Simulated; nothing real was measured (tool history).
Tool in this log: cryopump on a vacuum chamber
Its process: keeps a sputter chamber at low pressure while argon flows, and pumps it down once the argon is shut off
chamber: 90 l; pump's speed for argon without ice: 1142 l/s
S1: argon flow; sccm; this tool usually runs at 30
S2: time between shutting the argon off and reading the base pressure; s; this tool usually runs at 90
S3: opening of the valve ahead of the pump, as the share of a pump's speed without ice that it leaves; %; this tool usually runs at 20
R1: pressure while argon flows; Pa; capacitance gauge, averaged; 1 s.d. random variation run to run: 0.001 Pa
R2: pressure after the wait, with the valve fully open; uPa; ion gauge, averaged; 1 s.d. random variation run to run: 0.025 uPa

{"run": 1, "hour": 0.0, "S1": 30, "S2": 90, "S3": 20, "R1": 0.2385, "R2": 1.59}
{"run": 2, "hour": 42.0, "S1": 30, "S2": 90, "S3": 20, "R1": 0.2398, "R2": 1.58}
{"run": 3, "hour": 63.5, "S1": 30, "S2": 90, "S3": 20, "R1": 0.2421, "R2": 1.58}
{"hour": 93.9, "done": "pump warmed up, emptied and cooled again"}
{"run": 4, "hour": 112.8, "S1": 30, "S2": 90, "S3": 20, "R1": 0.2222, "R2": 1.29}
{"run": 5, "hour": 149.9, "S1": 30, "S2": 90, "S3": 19, "R1": 0.234, "R2": 1.4}
{"run": 6, "hour": 184.0, "S1": 30, "S2": 90, "S3": 58, "R1": 0.0786, "R2": 1.34}
{"run": 7, "hour": 225.7, "S1": 43, "S2": 90, "S3": 58, "R1": 0.1131, "R2": 1.44}
{"run": 8, "hour": 263.9, "S1": 60, "S2": 90, "S3": 58, "R1": 0.1583, "R2": 1.4}
{"run": 9, "hour": 288.3, "S1": 30, "S2": 90, "S3": 19, "R1": 0.2372, "R2": 1.42}
{"run": 10, "hour": 327.0, "S1": 30, "S2": 90, "S3": 19, "R1": 0.2382, "R2": 1.42}
{"run": 11, "hour": 355.3, "S1": 30, "S2": 153, "S3": 20, "R1": 0.2269, "R2": 1.18}
{"run": 12, "hour": 393.6, "S1": 30, "S2": 90, "S3": 17, "R1": 0.2668, "R2": 1.5}
{"run": 13, "hour": 422.1, "S1": 23, "S2": 90, "S3": 20, "R1": 0.1735, "R2": 1.54}
{"run": 14, "hour": 464.6, "S1": 23, "S2": 90, "S3": 20, "R1": 0.1741, "R2": 1.49}
{"run": 15, "hour": 490.5, "S1": 23, "S2": 58, "S3": 20, "R1": 0.1778, "R2": 1.96}
{"run": 16, "hour": 517.6, "S1": 40, "S2": 90, "S3": 20, "R1": 0.3069, "R2": 1.59}
{"run": 17, "hour": 558.9, "S1": 40, "S2": 90, "S3": 20, "R1": 0.3084, "R2": 1.61}
{"run": 18, "hour": 592.7, "S1": 40, "S2": 90, "S3": 20, "R1": 0.3075, "R2": 1.61}
{"run": 19, "hour": 616.2, "S1": 40, "S2": 90, "S3": 20, "R1": 0.3076, "R2": 1.6}
{"run": 20, "hour": 650.7, "S1": 46, "S2": 26, "S3": 43, "R1": 0.1727, "R2": 3.51}
{"run": 21, "hour": 694.0, "S1": 15, "S2": 90, "S3": 20, "R1": 0.1158, "R2": 1.62}
{"run": 22, "hour": 731.5, "S1": 48, "S2": 71, "S3": 27, "R1": 0.2827, "R2": 1.89}
{"run": 23, "hour": 765.9, "S1": 48, "S2": 71, "S3": 27, "R1": 0.2844, "R2": 1.82}
{"run": 24, "hour": 787.2, "S1": 48, "S2": 71, "S3": 27, "R1": 0.284, "R2": 1.9}
{"run": 25, "hour": 815.0, "S1": 48, "S2": 50, "S3": 45, "R1": 0.1789, "R2": 2.39}
{"run": 26, "hour": 838.5, "S1": 16, "S2": 66, "S3": 45, "R1": 0.0589, "R2": 2}
{"run": 27, "hour": 875.6, "S1": 53, "S2": 189, "S3": 32, "R1": 0.2684, "R2": 1.4}
{"run": 28, "hour": 914.2, "S1": 53, "S2": 189, "S3": 32, "R1": 0.2722, "R2": 1.37}
{"run": 29, "hour": 935.9, "S1": 30, "S2": 49, "S3": 20, "R1": 0.2407, "R2": 2.5}
{"run": 30, "hour": 974.4, "S1": 15, "S2": 246, "S3": 20, "R1": 0.1193, "R2": 1.32}
{"hour": 1002.9, "done": "pump warmed up, emptied and cooled again"}
{"run": 31, "hour": 1016.0, "S1": 28, "S2": 246, "S3": 30, "R1": 0.1387, "R2": 1.09}
{"run": 32, "hour": 1050.9, "S1": 40, "S2": 238, "S3": 17, "R1": 0.3494, "R2": 1.1}
{"run": 33, "hour": 1094.1, "S1": 40, "S2": 238, "S3": 17, "R1": 0.3528, "R2": 1.09}
{"run": 34, "hour": 1118.9, "S1": 18, "S2": 54, "S3": 20, "R1": 0.1355, "R2": 2.15}
{"run": 35, "hour": 1154.2, "S1": 18, "S2": 54, "S3": 20, "R1": 0.135, "R2": 2.26}

The same runs without the tool's hidden state, with the same run-to-run variation:
Hidden conditions of the tool in this case: pump's speed, % of a pump's without ice; cold plate's temperature, K; leak into the chamber, uPa l/s; drift of the gauge itself on working_pa, %; drift of the gauge itself on base_upa, %.
run=1 R1=0.222 R2=1.08
run=2 R1=0.2223 R2=1.06
run=3 R1=0.2239 R2=1.04
run=4 R1=0.2213 R2=0.97
run=5 R1=0.2326 R2=1.05
run=6 R1=0.0767 R2=0.99
run=7 R1=0.1096 R2=1.06
run=8 R1=0.1523 R2=1.01
run=9 R1=0.2338 R2=1.02
run=10 R1=0.2342 R2=1
run=11 R1=0.2224 R2=0.74
run=12 R1=0.2617 R2=1.04
run=13 R1=0.1693 R2=1.07
run=14 R1=0.1694 R2=1.02
run=15 R1=0.1726 R2=1.46
run=16 R1=0.2973 R2=1.07
run=17 R1=0.2978 R2=1.07
run=18 R1=0.2961 R2=1.05
run=19 R1=0.2955 R2=1.03
run=20 R1=0.1577 R2=2.92
run=21 R1=0.1105 R2=1.02
run=22 R1=0.2644 R2=1.25
run=23 R1=0.265 R2=1.17
run=24 R1=0.264 R2=1.23
run=25 R1=0.158 R2=1.7
run=26 R1=0.0517 R2=1.31
run=27 R1=0.2428 R2=0.66
run=28 R1=0.2449 R2=0.63
run=29 R1=0.2246 R2=1.72
run=30 R1=0.1108 R2=0.52
run=31 R1=0.1376 R2=0.55
run=32 R1=0.3472 R2=0.55
run=33 R1=0.3496 R2=0.52
run=34 R1=0.1338 R2=1.56
run=35 R1=0.133 R2=1.63
